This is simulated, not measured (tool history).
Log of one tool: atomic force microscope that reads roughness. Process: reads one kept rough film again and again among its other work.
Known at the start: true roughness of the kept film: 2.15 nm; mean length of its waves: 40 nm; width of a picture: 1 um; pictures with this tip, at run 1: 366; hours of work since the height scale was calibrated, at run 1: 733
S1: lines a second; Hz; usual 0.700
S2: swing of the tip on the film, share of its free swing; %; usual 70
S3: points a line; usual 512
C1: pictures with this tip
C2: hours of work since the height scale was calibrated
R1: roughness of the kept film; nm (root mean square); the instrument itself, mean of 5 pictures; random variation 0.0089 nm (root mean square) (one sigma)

run	hour	S1	S2	S3	C1	C2	R1
1	0.0	0.700	70	512	366	733	1.997
# hour 4.3: new tip fitted
2	43.1	0.700	70	512	59	765	1.988
3	90.6	0.700	65	512	132	800	2.016
4	152.7	0.700	65	512	227	846	2.026
5	209.6	0.700	74	512	314	888	1.963
# hour 247.7: new tip fitted
6	260.7	0.700	70	512	20	925	1.980
7	294.5	0.700	70	512	72	950	1.986
8	342.8	0.700	70	512	145	986	2.005
9	377.2	0.700	70	512	198	1011	1.986
10	440.0	0.700	70	512	294	1058	2.001
11	468.9	0.700	70	911	338	1079	1.995
# hour 490.2: new tip fitted
12	503.5	1.247	70	667	20	1104	1.939
13	547.9	0.700	77	512	88	1137	1.943
14	601.6	0.700	77	512	170	1176	1.960
15	643.3	0.700	77	512	234	1207	1.945
16	687.3	1.944	70	872	301	1240	1.839
17	716.5	0.549	70	741	345	1261	2.014
# hour 735.4: new tip fitted
18	756.6	0.700	82	512	32	1290	1.931
19	811.3	0.700	82	336	115	1331	1.912
20	868.8	1.398	80	790	203	1373	1.813
# hour 891.8: height scale calibrated on a step standard
21	911.4	0.700	60	802	267	15	2.055

Forecast each of these 5 alternatives for the next run:
A	973.5	2.702	70	512	362	60	?
B	973.5	0.700	60	843	362	60	?
C	973.5	0.700	90	678	362	60	?
D	973.5	2.258	67	263	362	60	?
E	973.5	0.700	86	512	362	60	?

run	R1
A	1.769
B	2.051
C	1.871
D	1.844
E	1.902
Without the tool's hidden state the same runs would have given:
run	R1
A	1.773
B	2.055
C	1.875
D	1.848
E	1.906

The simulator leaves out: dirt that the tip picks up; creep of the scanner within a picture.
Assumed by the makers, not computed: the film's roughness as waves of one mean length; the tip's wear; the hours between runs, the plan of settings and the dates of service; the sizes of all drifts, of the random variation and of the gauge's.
